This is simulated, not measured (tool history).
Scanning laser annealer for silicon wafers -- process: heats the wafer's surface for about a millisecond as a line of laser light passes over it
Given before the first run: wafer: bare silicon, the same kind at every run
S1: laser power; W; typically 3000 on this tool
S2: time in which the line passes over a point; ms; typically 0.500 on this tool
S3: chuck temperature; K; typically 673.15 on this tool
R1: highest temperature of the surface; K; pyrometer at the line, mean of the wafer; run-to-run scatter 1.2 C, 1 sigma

{"run": 1, "hour": 0.0, "S1": 3000, "S2": 0.5, "S3": 673.15, "R1": 1475.15}
{"run": 2, "hour": 44.7, "S1": 3000, "S2": 0.5, "S3": 673.15, "R1": 1473.15}
{"run": 3, "hour": 91.5, "S1": 3000, "S2": 0.5, "S3": 673.15, "R1": 1470.15}
{"run": 4, "hour": 132.6, "S1": 3000, "S2": 0.5, "S3": 673.15, "R1": 1471.15}
{"run": 5, "hour": 175.9, "S1": 3000, "S2": 0.5, "S3": 673.15, "R1": 1469.15}
{"run": 6, "hour": 232.4, "S1": 3000, "S2": 0.5, "S3": 673.15, "R1": 1467.15}
{"run": 7, "hour": 257.1, "S1": 3000, "S2": 0.5, "S3": 673.15, "R1": 1465.15}
{"hour": 278.0, "done": "window over the wafer cleaned"}
{"run": 8, "hour": 311.0, "S1": 3000, "S2": 0.5, "S3": 673.15, "R1": 1478.15}
{"run": 9, "hour": 360.9, "S1": 3000, "S2": 0.406, "S3": 673.15, "R1": 1407.15}
{"run": 10, "hour": 403.6, "S1": 3000, "S2": 0.406, "S3": 673.15, "R1": 1408.15}
{"run": 11, "hour": 433.3, "S1": 3000, "S2": 0.406, "S3": 673.15, "R1": 1403.15}
{"run": 12, "hour": 493.6, "S1": 2983, "S2": 0.406, "S3": 673.15, "R1": 1400.15}
{"run": 13, "hour": 524.2, "S1": 3132, "S2": 0.5, "S3": 654.15, "R1": 1492.15}
{"run": 14, "hour": 561.5, "S1": 2824, "S2": 0.539, "S3": 711.15, "R1": 1483.15}
{"run": 15, "hour": 601.6, "S1": 3000, "S2": 0.567, "S3": 673.15, "R1": 1512.15}

What if the next run were any one of these 3? Each begins from the tool's condition after run 15:
{"run": "A", "hour": 661.0, "S1": 3025, "S2": 0.562, "S3": 678.15, "R1": "?"}
{"run": "B", "hour": 661.0, "S1": 3155, "S2": 0.434, "S3": 636.15, "R1": "?"}
{"run": "C", "hour": 661.0, "S1": 3007, "S2": 0.582, "S3": 651.15, "R1": "?"}

run=A R1=1522.15
run=B R1=1425.15
run=C R1=1499.15
Stripped of hidden state, with their random variation kept, the same runs would have yielded:
run=A R1=1548.15
run=B R1=1449.15
run=C R1=1525.15
